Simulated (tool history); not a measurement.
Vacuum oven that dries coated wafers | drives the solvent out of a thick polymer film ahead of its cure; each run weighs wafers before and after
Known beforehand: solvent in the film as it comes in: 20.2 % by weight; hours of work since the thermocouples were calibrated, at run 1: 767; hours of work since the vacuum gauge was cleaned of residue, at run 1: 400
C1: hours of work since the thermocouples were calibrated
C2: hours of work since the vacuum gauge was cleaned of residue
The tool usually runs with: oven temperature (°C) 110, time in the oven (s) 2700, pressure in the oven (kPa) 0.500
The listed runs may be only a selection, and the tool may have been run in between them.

Run 1, hour 0.0: usual settings; C1 767; C2 400. Result: solvent left in the film (%) 2.11.
Run 2, hour 7.1: usual settings; C1 772; C2 405. Result: solvent left in the film (%) 2.02.
Run 3, hour 12.6: usual settings; C1 777; C2 410. Result: solvent left in the film (%) 2.06.
Run 4, hour 20.3: usual settings; C1 783; C2 416. Result: solvent left in the film (%) 2.17.
Run 5, hour 32.3: usual settings; C1 792; C2 425. Result: solvent left in the film (%) 2.11.
Run 6, hour 43.6: usual settings; C1 801; C2 434. Result: solvent left in the film (%) 1.99.
Run 7, hour 51.2: usual settings but oven temperature (°C) 99; C1 807; C2 440. Result: solvent left in the film (%) 5.29.
At hour 53.9: oven's thermocouples calibrated.
Run 8, hour 59.8: usual settings but oven temperature (°C) 99; C1 5; C2 445. Result: solvent left in the film (%) 4.82.
Run 9, hour 72.1: usual settings but oven temperature (°C) 99; C1 14; C2 455. Result: solvent left in the film (%) 4.95.
Run 10, hour 84.7: usual settings but oven temperature (°C) 113, time in the oven (s) 3240, pressure in the oven (kPa) 0.280; C1 24; C2 465. Result: solvent left in the film (%) 0.85.
Run 11, hour 92.1: usual settings but oven temperature (°C) 101, time in the oven (s) 3840, pressure in the oven (kPa) 0.834; C1 30; C2 470. Result: solvent left in the film (%) 2.70.

Run 12 has not been measured yet. What should we expect?
Run 12, hour 103.7: usual settings but oven temperature (°C) 100, time in the oven (s) 1800, pressure in the oven (kPa) 0.698; C1 39; C2 480. Result: solvent left in the film (%) ?.

Run 12 produced solvent left in the film (%) 7.06.
Were there no unlogged condition in the tool, this run, its random variation unchanged, would have produced solvent left in the film (%) 7.54.
